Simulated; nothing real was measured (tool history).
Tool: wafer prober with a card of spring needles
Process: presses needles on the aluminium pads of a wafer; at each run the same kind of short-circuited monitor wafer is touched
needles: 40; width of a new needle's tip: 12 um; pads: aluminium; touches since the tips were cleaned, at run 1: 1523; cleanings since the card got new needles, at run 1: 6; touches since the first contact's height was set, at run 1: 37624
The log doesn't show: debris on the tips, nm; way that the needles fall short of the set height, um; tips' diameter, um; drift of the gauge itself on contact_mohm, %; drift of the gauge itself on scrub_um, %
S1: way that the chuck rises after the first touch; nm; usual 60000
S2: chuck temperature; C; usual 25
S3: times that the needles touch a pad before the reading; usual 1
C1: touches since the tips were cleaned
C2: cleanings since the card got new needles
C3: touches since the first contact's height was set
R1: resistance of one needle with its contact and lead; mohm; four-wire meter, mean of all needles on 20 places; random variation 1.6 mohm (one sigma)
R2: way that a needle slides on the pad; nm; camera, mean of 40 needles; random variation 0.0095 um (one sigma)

run   hour     S1  S2  S3    C1  C2      C3   R1     R2
  1      0  60000  25   1  1523   6   37624  147   8089
       8.3  -- tips cleaned on abrasive film
  2    9.5  60000  25   1   510   7   41702  145   8062
  3   13.5  60000  25   1  2266   7   43458  148   8066
      20.4  -- tips cleaned on abrasive film
  4   20.4  54000  25   1     0   8   46427  150   7226
  5   29.6  54000  25   1  4023   8   50450  151   7245
      32.1  -- tips cleaned on abrasive film
  6   34.4  54000  25   1   991   9   52500  150   7214
  7   39.9  54000  25   1  3386   9   54895  151   7236
      44.1  -- tips cleaned on abrasive film
  8     49  60000  35   1  2134  10   58832  152   8018
      56.5  -- tips cleaned on abrasive film
  9   56.9  60000  25   1   171  11   62197  147   8012
 10   64.4  60000  25   1  3445  11   65471  149   8013
      68.5  -- tips cleaned on abrasive film
 11   69.2  60000  25   2   294  12   67528  150   8009
 12   76.8  60000  37   1  3611  12   70845  147   7992
        81  -- tips cleaned on abrasive film
 13   85.8  73000  25   1  2089  13   74742  148   9697
      92.9  -- tips cleaned on abrasive film
 14   92.9  60000  25   1     0  14   77766  148   7984
 15  100.8  60000  25   1  3470  14   81236  149   7966
       105  -- tips cleaned on abrasive film
 16  105.5  60000  25   1   210  15   83220  149   7962
 17  114.1  60000  25   1  3970  15   86980  148   7947
     117.1  -- tips cleaned on abrasive film
 18  122.5  52000  52   2  2346  16   90595  157   6869
 19  127.8  55000  55   2  4667  16   92916  155   7277
       129  -- tips cleaned on abrasive film
 20  134.3  55000  55   2  2326  17   95697  155   7250
     141.4  -- tips cleaned on abrasive film
 21  143.3  78000  55   2   830  18   99561  151  10283
 22  148.4  73000  72   1  3062  18  101793  152   9627
     153.1  -- tips cleaned on abrasive film
 23  154.3  60000  37   1   513  19  104342  150   7900
     156.7  -- gauge calibrated
 24    163  52000  83   2  4319  19  108148  162   6996
     165.2  -- tips cleaned on abrasive film
 25  168.1  60000  43   2  1260  20  110317  149   8059
     177.1  -- tips cleaned on abrasive film
 26  177.1  70000  31   1     0  21  114181  148   9394
 27  186.4  43000  36   2  4076  21  118257  154   5768
     188.8  -- tips cleaned on abrasive film
 28  191.2  66000  70   1  1013  22  120276  154   8847
 29  199.1  66000  70   1  4489  22  123752  155   8834
     200.9  -- tips cleaned on abrasive film
 30  203.3  48000  25   1  1074  23  125535  151   6421
 31  212.5  48000  25   1  5059  23  129520  155   6395
     213.4  -- tips cleaned on abrasive film
 32  219.5  71000  75   1  2697  24  132562  156   9481

Forecast each of these 3 alternatives for the next run:
     225.2  -- tips cleaned on abrasive film
  A   226  71000  74   1  340  25  135340   ?   ?
     225.2  -- tips cleaned on abrasive film
  B   226  55000  61   1  340  25  135340   ?   ?
     225.2  -- tips cleaned on abrasive film
  C   226  65000  25   1  340  25  135340   ?   ?

run   R1    R2
  A  157  9473
  B  156  7333
  C  147  8679
Without the tool's hidden state the same runs would have given:
run   R1    R2
  A  157  9570
  B  155  7408
  C  147  8768
